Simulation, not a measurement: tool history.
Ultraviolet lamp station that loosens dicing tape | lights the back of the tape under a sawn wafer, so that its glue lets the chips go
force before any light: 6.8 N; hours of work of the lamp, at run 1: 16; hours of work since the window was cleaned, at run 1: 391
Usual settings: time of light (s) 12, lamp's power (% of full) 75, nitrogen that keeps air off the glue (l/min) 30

run   hour  time of light (s)  lamp's power (% of full)  nitrogen that keeps air off the glue (l/min)  hours of work of the lamp  hours of work since the window was cleaned  force that peels the tape off (N)  light that reached the tape (J/m2)
  1      0                 12                        75                                            30                         16                                         391                              0.592                                2890
  2   10.3                 12                        75                                            30                         24                                         399                              0.599                                2860
  3   17.5                 12                        75                                            30                         30                                         405                              0.609                                2850
  4   22.6                 12                        75                                            30                         33                                         408                              0.611                                2810
  5   31.1                 23                        75                                            30                         40                                         415                              0.212                                5440
  6   37.8                 12                        75                                            30                         45                                         420                              0.604                                2810
  7   48.7                 18                        75                                            30                         54                                         429                               0.29                                4200
  8   55.9                 18                        75                                            12                         59                                         434                              0.605                                4180
  9   66.7                 18                        75                                            12                         68                                         443                              0.625                                4160
 10   78.7                 18                        75                                            12                         77                                         452                              0.604                                4140
 11   89.6                 14                        75                                            30                         86                                         461                              0.466                                3180
 12   97.5                 14                        75                                            30                         92                                         467                              0.468                                3250
 13  103.9                 14                        75                                            30                         97                                         472                              0.468                                3190
 14  111.3                 14                        75                                            30                        103                                         478                               0.46                                3170
 15  123.5                 12                        75                                            29                        112                                         487                              0.668                                2720
 16    131                  7                        75                                            29                        118                                         493                              1.617                                1590
 17  136.7                 12                        93                                            30                        122                                         497                              0.437                                3350
 18    148                 12                        93                                            30                        131                                         506                              0.449                                3350
     149.4  -- window cleaned of glue's vapour
 19  154.9                 12                        75                                            30                        136                                           4                               0.76                                2490
 20  165.4                 12                        78                                            30                        144                                          12                              0.739                                2550
 21  174.8                 12                        78                                            30                        152                                          20                              0.722                                2580
 22  185.5                 12                        78                                            30                        160                                          28                              0.733                                2530
 23  197.7                 16                        86                                            48                        170                                          38                              0.263                                3700
 24  207.7                 16                        93                                            58                        177                                          45                              0.224                                4010
     214.6  -- window cleaned of glue's vapour, once more
 25  215.6                 18                        61                                            30                        183                                           1                              0.356                                3670
 26  225.7                 18                        61                                            30                        191                                           9                              0.369                                3660
 27  232.2                 18                        61                                            30                        196                                          14                              0.375                                3670
 28  244.2                 23                        75                                            44                        205                                          23                              0.181                                5790
 29  250.4                 23                        75                                            44                        210                                          28                              0.184                                5620
 30  261.9                 23                        75                                            44                        219                                          37                              0.189                                5740
 31  272.5                  8                        84                                            10                        228                                          45                               1.92                                2230
 32  284.1                  8                        84                                            10                        237                                          54                              1.889                                2180
 33  290.9                 12                        73                                            54                        242                                          59                                0.4                                2850
 34  297.8                  6                        63                                            46                        247                                          65                              1.819                                1240
 35  307.1                  6                        93                                            39                        255                                          72                              1.115                                1860
 36  319.1                  9                        75                                            30                        264                                          81                              1.007                                2180
 37  324.5                  9                        75                                            30                        268                                          86                              1.001                                2150
 38  332.6                  8                        75                                            13                        274                                          92                               2.01                                1920
 39  340.2                  8                        75                                            13                        280                                          98                              1.931                                1920
 40    350                 18                        73                                            43                        288                                         106                              0.237                                4160
 41  357.5                 12                        75                                            33                        294                                         111                              0.553                                2870
 42  368.8                  8                        82                                            33                        303                                         120                                  1                                2080
 43  380.1                 23                        60                                            42                        311                                         129                              0.232                                4290

4 ways to go on from here, each from the tool as it stands after run 43. What would each give?
  A  385.6                 12                        70                                            19                        316                                         133                                  ?                                   ?
  B  385.6                 23                        75                                            30                        316                                         133                                  ?                                   ?
  C  385.6                 23                        64                                            57                        316                                         133                                  ?                                   ?
  D  385.6                 20                        63                                            23                        316                                         133                                  ?                                   ?

run  force that peels the tape off (N)  light that reached the tape (J/m2)
  A                               0.99                                2640
  B                              0.198                                5440
  C                              0.203                                4650
  D                              0.386                                3990
Without the tool's hidden state the same runs would have given:
run  force that peels the tape off (N)  light that reached the tape (J/m2)
  A                              0.799                                2970
  B                              0.181                                6130
  C                               0.19                                5240
  D                               0.31                                4490

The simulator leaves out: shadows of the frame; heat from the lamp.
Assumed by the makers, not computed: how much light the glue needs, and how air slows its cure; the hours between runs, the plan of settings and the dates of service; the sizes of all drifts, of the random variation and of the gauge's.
